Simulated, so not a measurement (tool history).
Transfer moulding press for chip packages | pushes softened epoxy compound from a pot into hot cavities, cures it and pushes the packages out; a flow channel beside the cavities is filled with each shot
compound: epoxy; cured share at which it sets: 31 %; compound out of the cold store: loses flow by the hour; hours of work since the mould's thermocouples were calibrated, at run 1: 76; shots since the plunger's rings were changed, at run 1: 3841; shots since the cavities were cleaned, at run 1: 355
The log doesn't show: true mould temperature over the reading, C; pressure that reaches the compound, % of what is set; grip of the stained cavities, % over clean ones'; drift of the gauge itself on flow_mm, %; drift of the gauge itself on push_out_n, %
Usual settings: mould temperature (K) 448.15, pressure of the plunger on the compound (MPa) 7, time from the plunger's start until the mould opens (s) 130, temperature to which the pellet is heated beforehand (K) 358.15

| run | day | mould temperature (K) | pressure of the plunger on the compound (MPa) | time from the plunger's start until the mould opens (s) | temperature to which the pellet is heated beforehand (K) | hours of work since the mould's thermocouples were calibrated | shots since the plunger's rings were changed | shots since the cavities were cleaned | incoming compound's hours out of the cold store | length that the compound runs in the flow channel (mm) | greatest force on the pins that push the packages out (N) |
|---|---|---|---|---|---|---|---|---|---|---|---|
| 1 | 0 | 448.15 | 7 | 130 | 358.15 | 76 | 3841 | 355 | 44.9 | 678 | 319 |
| 2 | 0.629 | 448.15 | 7 | 130 | 358.15 | 85 | 3971 | 485 | 33.5 | 697 | 335 |
| 3 | 1.238 | 448.15 | 7 | 130 | 358.15 | 94 | 4097 | 611 | 41.9 | 683 | 339 |
| 4 | 1.921 | 448.15 | 7 | 130 | 358.15 | 104 | 4239 | 753 | 26.6 | 711 | 365 |
|  | 2.067 | cavities cleaned with cleaning compound and waxed |
| 5 | 3.121 | 448.15 | 7 | 130 | 358.15 | 121 | 4475 | 219 | 43.5 | 676 | 286 |
| 6 | 3.933 | 448.15 | 7 | 130 | 358.15 | 133 | 4643 | 387 | 27.1 | 705 | 330 |
| 7 | 5.067 | 448.15 | 7 | 130 | 358.15 | 150 | 4878 | 622 | 34.1 | 692 | 342 |
|  | 5.858 | cavities cleaned with cleaning compound and waxed |
| 8 | 5.883 | 448.15 | 7 | 130 | 358.15 | 161 | 5034 | 5 | 22.8 | 714 | 243 |
| 9 | 6.888 | 448.15 | 6.25 | 130 | 358.15 | 176 | 5243 | 214 | 12 | 695 | 291 |
| 10 | 7.579 | 448.15 | 7 | 130 | 358.15 | 187 | 5386 | 357 | 39 | 674 | 311 |
|  | 7.912 | plunger's sealing rings changed |
| 11 | 8.233 | 448.15 | 7 | 130 | 358.15 | 195 | 65 | 470 | 24.1 | 745 | 325 |
| 12 | 8.733 | 448.15 | 7 | 130 | 357.15 | 202 | 169 | 574 | 40.4 | 707 | 341 |
|  | 9.7 | cavities cleaned with cleaning compound and waxed |
| 13 | 9.833 | 448.15 | 7 | 130 | 357.15 | 218 | 385 | 28 | 15.8 | 761 | 241 |
| 14 | 10.733 | 448.15 | 7 | 130 | 358.15 | 231 | 571 | 214 | 28.4 | 732 | 289 |
|  | 10.9 | mould's thermocouples calibrated |
| 15 | 11.875 | 446.15 | 8.28 | 130 | 364.15 | 15 | 790 | 433 | 47.4 | 757 | 339 |
| 16 | 12.692 | 451.15 | 5.36 | 110 | 350.15 | 27 | 960 | 603 | 28.6 | 629 | 373 |
| 17 | 13.233 | 451.15 | 5.36 | 110 | 350.15 | 35 | 1072 | 715 | 41.9 | 605 | 386 |
|  | 13.567 | cavities cleaned with cleaning compound and waxed |
| 18 | 13.983 | 448.15 | 6.2 | 130 | 358.15 | 45 | 1215 | 87 | 45.2 | 653 | 250 |
|  | 14.454 | mould's thermocouples calibrated, once more |
| 19 | 14.667 | 448.15 | 5.63 | 170 | 367.15 | 3 | 1339 | 211 | 44.4 | 621 | 256 |
| 20 | 15.812 | 448.15 | 7 | 112 | 358.15 | 20 | 1577 | 449 | 29 | 727 | 426 |
| 21 | 16.408 | 448.15 | 5.33 | 130 | 358.15 | 29 | 1700 | 572 | 8.2 | 671 | 338 |
|  | 17.379 | cavities cleaned with cleaning compound and waxed |
| 22 | 17.525 | 454.15 | 7.03 | 111 | 368.15 | 45 | 1918 | 29 | 40 | 689 | 247 |
| 23 | 18.379 | 454.15 | 5.64 | 111 | 349.15 | 57 | 2096 | 207 | 32.9 | 631 | 279 |
| 24 | 19.383 | 440.15 | 5.5 | 127 | 365.15 | 72 | 2304 | 415 | 15.4 | 679 | 548 |
| 25 | 20.238 | 440.15 | 5.5 | 127 | 365.15 | 85 | 2481 | 592 | 33.8 | 645 | 538 |
| 26 | 20.788 | 441.15 | 5.66 | 127 | 360.15 | 93 | 2595 | 706 | 18 | 680 | 541 |
|  | 21.158 | cavities cleaned with cleaning compound and waxed |
| 27 | 21.658 | 450.15 | 5.71 | 135 | 356.15 | 105 | 2763 | 104 | 18.6 | 661 | 263 |
| 28 | 22.275 | 452.15 | 7 | 158 | 350.15 | 114 | 2891 | 232 | 18.2 | 728 | 269 |

4 ways to go on from here, each from the tool as it stands after run 28. What would each give?
| A | 22.8 | 448.15 | 7 | 113 | 358.15 | 122 | 2999 | 340 | 34.8 | ? | ? |
| B | 22.8 | 452.15 | 6.55 | 142 | 358.15 | 122 | 2999 | 340 | 9.6 | ? | ? |
| C | 22.8 | 446.15 | 7 | 168 | 358.15 | 122 | 2999 | 340 | 36.4 | ? | ? |
| D | 22.8 | 446.15 | 6.52 | 152 | 358.15 | 122 | 2999 | 340 | 9.4 | ? | ? |

| run | length that the compound runs in the flow channel (mm) | greatest force on the pins that push the packages out (N) |
|---|---|---|
| A | 702 | 394 |
| B | 721 | 291 |
| C | 703 | 284 |
| D | 735 | 303 |
Without the tool's hidden state the same runs would have given:
| run | length that the compound runs in the flow channel (mm) | greatest force on the pins that push the packages out (N) |
|---|---|---|
| A | 724 | 308 |
| B | 744 | 221 |
| C | 726 | 215 |
| D | 759 | 232 |
